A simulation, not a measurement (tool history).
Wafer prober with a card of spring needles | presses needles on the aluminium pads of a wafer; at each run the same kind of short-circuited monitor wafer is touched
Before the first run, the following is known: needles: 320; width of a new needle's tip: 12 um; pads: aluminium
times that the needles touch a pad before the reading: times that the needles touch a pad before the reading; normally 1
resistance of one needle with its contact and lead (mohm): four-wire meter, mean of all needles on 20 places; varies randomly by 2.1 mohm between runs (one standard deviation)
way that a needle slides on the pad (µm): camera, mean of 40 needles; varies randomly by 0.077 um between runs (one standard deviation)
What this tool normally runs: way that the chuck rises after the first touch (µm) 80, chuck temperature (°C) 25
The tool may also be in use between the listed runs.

| run | day | way that the chuck rises after the first touch (µm) | chuck temperature (°C) | times that the needles touch a pad before the reading | resistance of one needle with its contact and lead (mohm) | way that a needle slides on the pad (µm) |
|---|---|---|---|---|---|---|
| 1 | 0.000 | 80 | 25 | 1 | 234 | 13.58 |
| 2 | 1.975 | 80 | 25 | 1 | 239 | 13.70 |
| 3 | 4.004 | 80 | 25 | 1 | 238 | 13.53 |
| 4 | 6.383 | 80 | 25 | 1 | 232 | 13.62 |
| 5 | 8.571 | 80 | 25 | 1 | 238 | 13.53 |
| 6 | 11.108 | 80 | 25 | 2 | 224 | 14.03 |
| 7 | 13.100 | 80 | 25 | 2 | 222 | 13.83 |
| 8 | 14.417 | 80 | 25 | 2 | 232 | 13.90 |
| 9 | 16.421 | 80 | 25 | 2 | 223 | 13.81 |
| 10 | 17.842 | 80 | 25 | 2 | 224 | 13.76 |
| 11 | 19.300 | 80 | 41 | 1 | 226 | 13.76 |
| 12 | 20.833 | 79 | 25 | 1 | 225 | 13.48 |
| 13 | 22.004 | 92 | 27 | 2 | 227 | 15.80 |
| 14 | 24.333 | 92 | 27 | 2 | 229 | 15.81 |
| 15 | 25.700 | 92 | 27 | 2 | 224 | 15.58 |
| 16 | 27.517 | 92 | 46 | 1 | 230 | 15.63 |
| 17 | 28.646 | 92 | 46 | 1 | 237 | 15.50 |
| 18 | 30.233 | 92 | 46 | 1 | 237 | 16.04 |
| 19 | 32.650 | 67 | 30 | 2 | 227 | 11.72 |

Put back what was entered between runs (70 entries, withheld): which listed runs does each sit between, and how does the hidden state differ from the listed run before to the listed run after?
From run 1 to run 2: tips cleaned on abrasive film (day 0.108); tips cleaned on abrasive film (day 0.525); tips cleaned on abrasive film (day 1.050); tips cleaned on abrasive film (day 1.575)
  debris on the tips, nm: 43.6 -> 51.9; way that the needles fall short of the set height, um: 1.94 -> 2.27; tips' diameter, um: 13.96 -> 14.08
  the result without the hidden state subtracted from the measured one, resistance of one needle with its contact and lead (mohm): +11 -> +13; way that a needle slides on the pad (µm): -0.34 -> -0.40
From run 2 to run 3: tips cleaned on abrasive film (day 2.083); tips cleaned on abrasive film (day 2.604); tips cleaned on abrasive film (day 3.129); tips cleaned on abrasive film (day 3.650)
  debris on the tips, nm: 51.9 -> 50.4; way that the needles fall short of the set height, um: 2.27 -> 2.67; tips' diameter, um: 14.08 -> 14.22
  the result without the hidden state subtracted from the measured one, resistance of one needle with its contact and lead (mohm): +13 -> +12; way that a needle slides on the pad (µm): -0.40 -> -0.47
From run 3 to run 4: tips cleaned on abrasive film (day 4.112); tips cleaned on abrasive film (day 4.633); tips cleaned on abrasive film (day 5.158); tips cleaned on abrasive film (day 5.679); tips cleaned on abrasive film (day 6.204)
  debris on the tips, nm: 50.4 -> 36.7; way that the needles fall short of the set height, um: 2.67 -> 3.18; tips' diameter, um: 14.22 -> 14.4
  the result without the hidden state subtracted from the measured one, resistance of one needle with its contact and lead (mohm): +12 -> +8; way that a needle slides on the pad (µm): -0.47 -> -0.55
From run 4 to run 5: tips cleaned on abrasive film (day 6.700); tips cleaned on abrasive film (day 7.121); tips cleaned on abrasive film (day 7.642); tips cleaned on abrasive film (day 8.167)
  debris on the tips, nm: 36.7 -> 53.3; way that the needles fall short of the set height, um: 3.18 -> 3.5; tips' diameter, um: 14.4 -> 14.51
  the result without the hidden state subtracted from the measured one, resistance of one needle with its contact and lead (mohm): +8 -> +12; way that a needle slides on the pad (µm): -0.55 -> -0.61
From run 5 to run 6: tips cleaned on abrasive film (day 8.679); tips cleaned on abrasive film (day 9.096); tips cleaned on abrasive film (day 9.621); tips cleaned on abrasive film (day 10.142); height of the first contact set anew (day 10.258); tips cleaned on abrasive film (day 10.679); tips cleaned on abrasive film (day 11.108)
  debris on the tips, nm: 53.3 -> 4.6; way that the needles fall short of the set height, um: 3.5 -> 0.2; tips' diameter, um: 14.51 -> 14.72
  the result without the hidden state subtracted from the measured one, resistance of one needle with its contact and lead (mohm): +12 -> -1; way that a needle slides on the pad (µm): -0.61 -> -0.04
From run 6 to run 7: tips cleaned on abrasive film (day 11.633); tips cleaned on abrasive film (day 12.050); tips cleaned on abrasive film (day 12.575); tips cleaned on abrasive film (day 13.096)
  debris on the tips, nm: 4.6 -> 5.8; way that the needles fall short of the set height, um: 0.2 -> 0.67; tips' diameter, um: 14.72 -> 14.89
  the result without the hidden state subtracted from the measured one, resistance of one needle with its contact and lead (mohm): -1 -> -1; way that a needle slides on the pad (µm): -0.04 -> -0.11
From run 7 to run 8: tips cleaned on abrasive film (day 13.617); tips cleaned on abrasive film (day 14.038)
  debris on the tips, nm: 5.8 -> 50.7; way that the needles fall short of the set height, um: 0.67 -> 0.86; tips' diameter, um: 14.89 -> 14.95
  the result without the hidden state subtracted from the measured one, resistance of one needle with its contact and lead (mohm): -1 -> +6; way that a needle slides on the pad (µm): -0.11 -> -0.15
From run 8 to run 9: tips cleaned on abrasive film (day 14.525); tips cleaned on abrasive film (day 14.946); tips cleaned on abrasive film (day 15.467); tips cleaned on abrasive film (day 15.992); tips cleaned on abrasive film (day 16.421)
  debris on the tips, nm: 50.7 -> 3.1; way that the needles fall short of the set height, um: 0.86 -> 1.39; tips' diameter, um: 14.95 -> 15.14
  the result without the hidden state subtracted from the measured one, resistance of one needle with its contact and lead (mohm): +6 -> -2; way that a needle slides on the pad (µm): -0.15 -> -0.25
From run 9 to run 10: tips cleaned on abrasive film (day 16.842); tips cleaned on abrasive film (day 17.258); tips cleaned on abrasive film (day 17.783)
  debris on the tips, nm: 3.1 -> 17.4; way that the needles fall short of the set height, um: 1.39 -> 1.69; tips' diameter, um: 15.14 -> 15.24
  the result without the hidden state subtracted from the measured one, resistance of one needle with its contact and lead (mohm): -2 -> +1; way that a needle slides on the pad (µm): -0.25 -> -0.29
From run 10 to run 11: tips cleaned on abrasive film (day 18.262); tips cleaned on abrasive film (day 18.783); tips cleaned on abrasive film (day 19.300)
  debris on the tips, nm: 17.4 -> 2.8; way that the needles fall short of the set height, um: 1.69 -> 1.96; tips' diameter, um: 15.24 -> 15.34
  the result without the hidden state subtracted from the measured one, resistance of one needle with its contact and lead (mohm): +1 -> -2; way that a needle slides on the pad (µm): -0.29 -> -0.35
From run 11 to run 12: tips cleaned on abrasive film (day 19.821); tips cleaned on abrasive film (day 20.346); tips cleaned on abrasive film (day 20.833)
  debris on the tips, nm: 2.8 -> 6.5; way that the needles fall short of the set height, um: 1.96 -> 2.24; tips' diameter, um: 15.34 -> 15.44
  the result without the hidden state subtracted from the measured one, resistance of one needle with its contact and lead (mohm): -2 -> +0; way that a needle slides on the pad (µm): -0.35 -> -0.39
From run 12 to run 13: tips cleaned on abrasive film (day 21.250); tips cleaned on abrasive film (day 21.671)
  debris on the tips, nm: 6.5 -> 45.5; way that the needles fall short of the set height, um: 2.24 -> 2.44; tips' diameter, um: 15.44 -> 15.51
  the result without the hidden state subtracted from the measured one, resistance of one needle with its contact and lead (mohm): +0 -> +4; way that a needle slides on the pad (µm): -0.39 -> -0.44
From run 13 to run 14: tips cleaned on abrasive film (day 22.112); tips cleaned on abrasive film (day 22.529); tips cleaned on abrasive film (day 23.054); tips cleaned on abrasive film (day 23.575); tips cleaned on abrasive film (day 24.100)
  debris on the tips, nm: 45.5 -> 41.6; way that the needles fall short of the set height, um: 2.44 -> 2.93; tips' diameter, um: 15.51 -> 15.68
  the result without the hidden state subtracted from the measured one, resistance of one needle with its contact and lead (mohm): +4 -> +4; way that a needle slides on the pad (µm): -0.44 -> -0.51
From run 14 to run 15: tips cleaned on abrasive film (day 24.546); tips cleaned on abrasive film (day 25.071); tips cleaned on abrasive film (day 25.592)
  debris on the tips, nm: 41.6 -> 26; way that the needles fall short of the set height, um: 2.93 -> 3.22; tips' diameter, um: 15.68 -> 15.78
  the result without the hidden state subtracted from the measured one, resistance of one needle with its contact and lead (mohm): +4 -> +1; way that a needle slides on the pad (µm): -0.51 -> -0.57
From run 15 to run 16: tips cleaned on abrasive film (day 26.012); tips cleaned on abrasive film (day 26.538); tips cleaned on abrasive film (day 27.058); tips cleaned on abrasive film (day 27.517)
  debris on the tips, nm: 26 -> 4.8; way that the needles fall short of the set height, um: 3.22 -> 3.65; tips' diameter, um: 15.78 -> 15.93
  the result without the hidden state subtracted from the measured one, resistance of one needle with its contact and lead (mohm): +1 -> -1; way that a needle slides on the pad (µm): -0.57 -> -0.64
From run 16 to run 17: tips cleaned on abrasive film (day 27.938); tips cleaned on abrasive film (day 28.458)
  debris on the tips, nm: 4.8 -> 37.2; way that the needles fall short of the set height, um: 3.65 -> 3.84; tips' diameter, um: 15.93 -> 16
  the result without the hidden state subtracted from the measured one, resistance of one needle with its contact and lead (mohm): -1 -> +6; way that a needle slides on the pad (µm): -0.64 -> -0.67
From run 17 to run 18: tips cleaned on abrasive film (day 28.958); tips cleaned on abrasive film (day 29.483); height of the first contact set anew (day 29.704); tips cleaned on abrasive film (day 29.912)
  debris on the tips, nm: 37.2 -> 46; way that the needles fall short of the set height, um: 3.84 -> 0.11; tips' diameter, um: 16 -> 16.1
  the result without the hidden state subtracted from the measured one, resistance of one needle with its contact and lead (mohm): +6 -> +7; way that a needle slides on the pad (µm): -0.67 -> -0.02
From run 18 to run 19: tips cleaned on abrasive film (day 30.342); tips cleaned on abrasive film (day 30.762); tips cleaned on abrasive film (day 31.283); tips cleaned on abrasive film (day 31.704); tips cleaned on abrasive film (day 32.225); tips cleaned on abrasive film (day 32.650)
  debris on the tips, nm: 46 -> 3.8; way that the needles fall short of the set height, um: 0.11 -> 0.75; tips' diameter, um: 16.1 -> 16.33
  the result without the hidden state subtracted from the measured one, resistance of one needle with its contact and lead (mohm): +7 -> +0; way that a needle slides on the pad (µm): -0.02 -> -0.14
